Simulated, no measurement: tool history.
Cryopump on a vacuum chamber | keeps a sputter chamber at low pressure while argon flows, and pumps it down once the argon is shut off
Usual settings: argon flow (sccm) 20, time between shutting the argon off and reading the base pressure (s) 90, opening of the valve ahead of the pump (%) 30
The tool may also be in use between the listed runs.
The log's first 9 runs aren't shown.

run	hour	argon flow (sccm)	time between shutting the argon off and reading the base pressure (s)	opening of the valve ahead of the pump (%)	hours of work since the pump was warmed up and emptied	hours of work since the cold head was overhauled	hours of work since the chamber's fittings were tightened	pressure while argon flows (Pa)	pressure after the wait (uPa)
10	468.3	20	90	52	131	2294	118	0.0288	0.88
11	524.1	20	90	31	167	2330	154	0.0476	0.89
12	601.3	20	90	31	217	2379	204	0.0483	0.98
13	663.4	20	90	31	257	2419	244	0.0469	0.97
14	709.2	20	90	31	286	2449	273	0.0482	0.98
15	750.4	20	161	31	313	2475	300	0.0488	0.70
16	796.7	20	161	31	343	2505	329	0.0492	0.69
17	865.4	13	90	30	387	2549	374	0.0326	1.05
# hour 899.8: pump warmed up, emptied and cooled again
18	946.8	13	90	30	30	2598	423	0.0313	1.07
19	1010.0	20	90	21	71	2639	463	0.0689	1.04
20	1071.5	20	90	21	110	2679	503	0.0702	1.14
21	1119.6	38	201	53	141	2710	534	0.0533	0.78
22	1159.4	10	201	18	167	2735	560	0.0406	0.75
23	1203.3	12	81	32	195	2763	588	0.0282	1.18
24	1283.9	12	81	32	247	2815	640	0.0275	1.23
25	1328.4	36	81	51	276	2844	668	0.0538	1.24
26	1366.8	9	90	30	300	2869	693	0.0231	1.22
27	1433.6	12	204	35	343	2912	736	0.0261	0.91
28	1485.5	28	253	35	377	2945	769	0.0613	0.82
# hour 1538.1: pump warmed up, emptied and cooled again
29	1563.3	8	90	42	16	2992	816	0.0143	1.24
30	1631.7	38	90	52	60	3036	860	0.0529	1.27
31	1670.3	20	147	41	85	3061	885	0.0355	1.01
32	1722.4	20	147	41	119	3094	919	0.0364	1.03
33	1779.5	20	147	41	155	3131	955	0.0364	1.05

Forecast each of these 4 alternatives for the next run:
A	1820.3	17	29	55	182	3157	982	?	?
B	1820.3	20	147	17	182	3157	982	?	?
C	1820.3	9	157	34	182	3157	982	?	?
D	1820.3	10	34	53	182	3157	982	?	?

run	pressure while argon flows (Pa)	pressure after the wait (uPa)
A	0.0236	2.82
B	0.0871	1.09
C	0.0205	1.07
D	0.0138	2.42
Without the tool's hidden state the same runs would have given:
run	pressure while argon flows (Pa)	pressure after the wait (uPa)
A	0.0223	2.27
B	0.0856	0.55
C	0.0198	0.52
D	0.0130	1.89
